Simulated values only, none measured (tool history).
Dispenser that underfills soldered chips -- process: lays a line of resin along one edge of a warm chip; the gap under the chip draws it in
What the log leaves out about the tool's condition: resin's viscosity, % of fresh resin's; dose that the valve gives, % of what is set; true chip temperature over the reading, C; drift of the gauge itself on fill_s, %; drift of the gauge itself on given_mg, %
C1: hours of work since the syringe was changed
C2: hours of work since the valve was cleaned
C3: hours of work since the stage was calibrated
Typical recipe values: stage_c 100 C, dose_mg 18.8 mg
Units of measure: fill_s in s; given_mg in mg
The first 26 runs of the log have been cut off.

-- hour=92.6 new syringe of resin
run 27 hour=95.5 | stage_c=96 dose_mg=24.1 | C1=2 C2=32 C3=65 | fill_s=78.9 given_mg=23.28
run 28 hour=98.7 | stage_c=88 dose_mg=21.5 | C1=4 C2=34 C3=67 | fill_s=128.6 given_mg=20.73
run 29 hour=102 | stage_c=95 dose_mg=18.8 | C1=6 C2=36 C3=69 | fill_s=107.4 given_mg=18.17
-- hour=103.7 new syringe of resin
run 30 hour=106.4 | stage_c=98 dose_mg=22.8 | C1=2 C2=38 C3=71 | fill_s=72.1 given_mg=21.97
run 31 hour=108.9 | stage_c=98 dose_mg=22.8 | C1=3 C2=40 C3=73 | fill_s=80 given_mg=21.95
run 32 hour=112.3 | stage_c=98 dose_mg=22.8 | C1=5 C2=42 C3=75 | fill_s=89.3 given_mg=21.88
-- hour=115.1 new syringe of resin
run 33 hour=117.3 | stage_c=86 dose_mg=19 | C1=1 C2=45 C3=78 | fill_s=123.9 given_mg=18.2
run 34 hour=121.1 | stage_c=104 dose_mg=22.4 | C1=4 C2=47 C3=80 | fill_s=64.5 given_mg=21.48
run 35 hour=124.1 | stage_c=103 dose_mg=21.1 | C1=6 C2=49 C3=82 | fill_s=75.1 given_mg=19.93

3 ways to go on from here, each from the tool as it stands after run 35. What would each give?
-- hour=126.5 new syringe of resin
run A hour=128.8 | stage_c=100 dose_mg=23.3 | C1=1 C2=52 C3=85 | fill_s=? given_mg=?
-- hour=126.5 new syringe of resin
run B hour=128.8 | stage_c=102 dose_mg=20.5 | C1=1 C2=52 C3=85 | fill_s=? given_mg=?
-- hour=126.5 new syringe of resin
run C hour=128.8 | stage_c=100 dose_mg=16.4 | C1=1 C2=52 C3=85 | fill_s=? given_mg=?

run=A fill_s=64.5 given_mg=22.04
run=B fill_s=60 given_mg=19.43
run=C fill_s=69.8 given_mg=15.65
Without the tool's hidden state the same runs would have given:
run=A fill_s=59.7 given_mg=23.21
run=B fill_s=55.4 given_mg=20.46
run=C fill_s=63.9 given_mg=16.48
